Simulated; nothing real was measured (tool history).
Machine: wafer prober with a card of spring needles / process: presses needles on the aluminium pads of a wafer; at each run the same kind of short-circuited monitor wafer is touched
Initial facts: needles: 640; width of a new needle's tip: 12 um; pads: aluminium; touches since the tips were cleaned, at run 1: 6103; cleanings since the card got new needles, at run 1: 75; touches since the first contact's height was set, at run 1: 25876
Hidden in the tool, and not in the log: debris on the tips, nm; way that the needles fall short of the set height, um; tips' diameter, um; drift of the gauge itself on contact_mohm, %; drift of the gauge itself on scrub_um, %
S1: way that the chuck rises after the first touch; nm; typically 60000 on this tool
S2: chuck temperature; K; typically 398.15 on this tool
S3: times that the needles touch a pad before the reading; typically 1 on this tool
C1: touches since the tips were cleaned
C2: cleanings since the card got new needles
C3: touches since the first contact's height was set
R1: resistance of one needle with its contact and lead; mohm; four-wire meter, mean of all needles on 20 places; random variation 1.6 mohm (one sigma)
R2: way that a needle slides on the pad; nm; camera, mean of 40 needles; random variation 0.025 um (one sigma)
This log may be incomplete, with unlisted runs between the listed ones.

| run | hour | S1 | S2 | S3 | C1 | C2 | C3 | R1 | R2 |
|---|---|---|---|---|---|---|---|---|---|
| 1 | 0.0 | 60000 | 398.15 | 1 | 6103 | 75 | 25876 | 229 | 14460 |
|  | 3.3 | tips cleaned on abrasive film |
|  | 16.4 | tips cleaned on abrasive film |
|  | 29.5 | tips cleaned on abrasive film |
|  | 43.9 | tips cleaned on abrasive film |
| 2 | 43.9 | 60000 | 398.15 | 3 | 0 | 79 | 52424 | 162 | 14430 |
|  | 60.2 | tips cleaned on abrasive film |
|  | 76.5 | tips cleaned on abrasive film |
|  | 92.8 | tips cleaned on abrasive film |
|  | 109.1 | tips cleaned on abrasive film |
|  | 125.4 | tips cleaned on abrasive film |
| 3 | 130.0 | 60000 | 398.15 | 1 | 2818 | 84 | 104675 | 208 | 14390 |
|  | 139.8 | tips cleaned on abrasive film |
|  | 152.9 | tips cleaned on abrasive film |
|  | 169.2 | tips cleaned on abrasive film |
| 4 | 175.0 | 60000 | 398.15 | 1 | 3578 | 87 | 131982 | 217 | 14350 |
|  | 178.6 | height of the first contact set anew |
|  | 185.2 | tips cleaned on abrasive film |
|  | 201.5 | tips cleaned on abrasive film |
|  | 214.5 | tips cleaned on abrasive film |
|  | 227.6 | tips cleaned on abrasive film |
|  | 243.9 | tips cleaned on abrasive film |
|  | 256.9 | tips cleaned on abrasive film |
|  | 270.6 | tips cleaned on abrasive film |
| 5 | 270.6 | 60000 | 398.15 | 1 | 0 | 94 | 55749 | 166 | 14220 |
|  | 283.7 | tips cleaned on abrasive film |
|  | 300.0 | tips cleaned on abrasive film |
|  | 313.0 | tips cleaned on abrasive film |
|  | 326.1 | tips cleaned on abrasive film |
|  | 342.4 | tips cleaned on abrasive film |
| 6 | 354.0 | 60000 | 398.15 | 1 | 7086 | 99 | 106338 | 236 | 14180 |
|  | 357.4 | tips cleaned on abrasive film |
|  | 373.7 | tips cleaned on abrasive film |
|  | 386.7 | tips cleaned on abrasive film |
|  | 400.0 | height of the first contact set anew |
|  | 403.3 | tips cleaned on abrasive film |
|  | 419.6 | tips cleaned on abrasive film |
|  | 432.7 | tips cleaned on abrasive film |
| 7 | 439.8 | 53000 | 398.15 | 1 | 4340 | 105 | 24114 | 233 | 12790 |
|  | 446.4 | tips cleaned on abrasive film |
|  | 459.4 | tips cleaned on abrasive film |
|  | 475.7 | tips cleaned on abrasive film |
|  | 488.8 | tips cleaned on abrasive film |
|  | 505.1 | tips cleaned on abrasive film |
|  | 521.4 | tips cleaned on abrasive film |
|  | 534.4 | tips cleaned on abrasive film |
| 8 | 541.3 | 60000 | 398.15 | 1 | 4188 | 112 | 85650 | 224 | 14410 |
|  | 547.9 | tips cleaned on abrasive film |
|  | 560.9 | tips cleaned on abrasive film |
|  | 574.0 | tips cleaned on abrasive film |
|  | 590.3 | tips cleaned on abrasive film |
|  | 606.6 | tips cleaned on abrasive film |
| 9 | 616.4 | 60000 | 298.15 | 1 | 5984 | 117 | 131174 | 235 | 14370 |
|  | 619.7 | tips cleaned on abrasive film |
|  | 623.3 | height of the first contact set anew |
|  | 633.1 | tips cleaned on abrasive film |
|  | 646.1 | tips cleaned on abrasive film |
|  | 662.4 | tips cleaned on abrasive film |
|  | 675.5 | tips cleaned on abrasive film |
| 10 | 680.2 | 60000 | 298.15 | 1 | 2879 | 122 | 34517 | 203 | 14440 |
|  | 690.0 | tips cleaned on abrasive film |
|  | 706.3 | tips cleaned on abrasive film |
|  | 722.6 | tips cleaned on abrasive film |
|  | 735.7 | tips cleaned on abrasive film |
| 11 | 737.7 | 62000 | 302.15 | 1 | 1199 | 126 | 69332 | 175 | 14880 |
|  | 750.7 | tips cleaned on abrasive film |
|  | 767.0 | tips cleaned on abrasive film |
|  | 780.3 | height of the first contact set anew, once more |
|  | 780.4 | tips cleaned on abrasive film |
|  | 793.4 | tips cleaned on abrasive film |
| 12 | 801.6 | 47000 | 330.15 | 1 | 4995 | 130 | 12905 | 273 | 11300 |
|  | 808.2 | tips cleaned on abrasive film |
|  | 824.5 | tips cleaned on abrasive film |
|  | 837.6 | tips cleaned on abrasive film |
|  | 850.6 | tips cleaned on abrasive film |
|  | 866.9 | tips cleaned on abrasive film |
|  | 880.0 | tips cleaned on abrasive film |
| 13 | 886.8 | 63000 | 309.15 | 1 | 4180 | 136 | 64543 | 214 | 15170 |
|  | 893.4 | tips cleaned on abrasive film |
|  | 906.5 | tips cleaned on abrasive film |
|  | 922.8 | tips cleaned on abrasive film |
|  | 939.1 | tips cleaned on abrasive film |
|  | 952.1 | tips cleaned on abrasive film |
|  | 968.4 | tips cleaned on abrasive film |
| 14 | 971.6 | 68000 | 300.15 | 1 | 1944 | 142 | 115922 | 181 | 16300 |
|  | 984.7 | tips cleaned on abrasive film |
|  | 1001.0 | tips cleaned on abrasive film |
|  | 1001.3 | height of the first contact set anew |
|  | 1014.3 | tips cleaned on abrasive film |
| 15 | 1021.5 | 68000 | 300.15 | 1 | 4355 | 145 | 12265 | 204 | 16410 |

Below, some changes in R1 between adjacent runs. For each, the amount present without the hidden state too (settings, incoming material, random variation) and the amount remaining for the hidden state with gauge scatter not shared by both compared results:
Run 11 -> 12: S1 62000 -> 47000, S2 302.15 -> 330.15, tips cleaned on abrasive film, tips cleaned on abrasive film, height of the first contact set anew, once more, tips cleaned on abrasive film, tips cleaned on abrasive film. R1 +98 mohm: hidden state +91, all else +7.
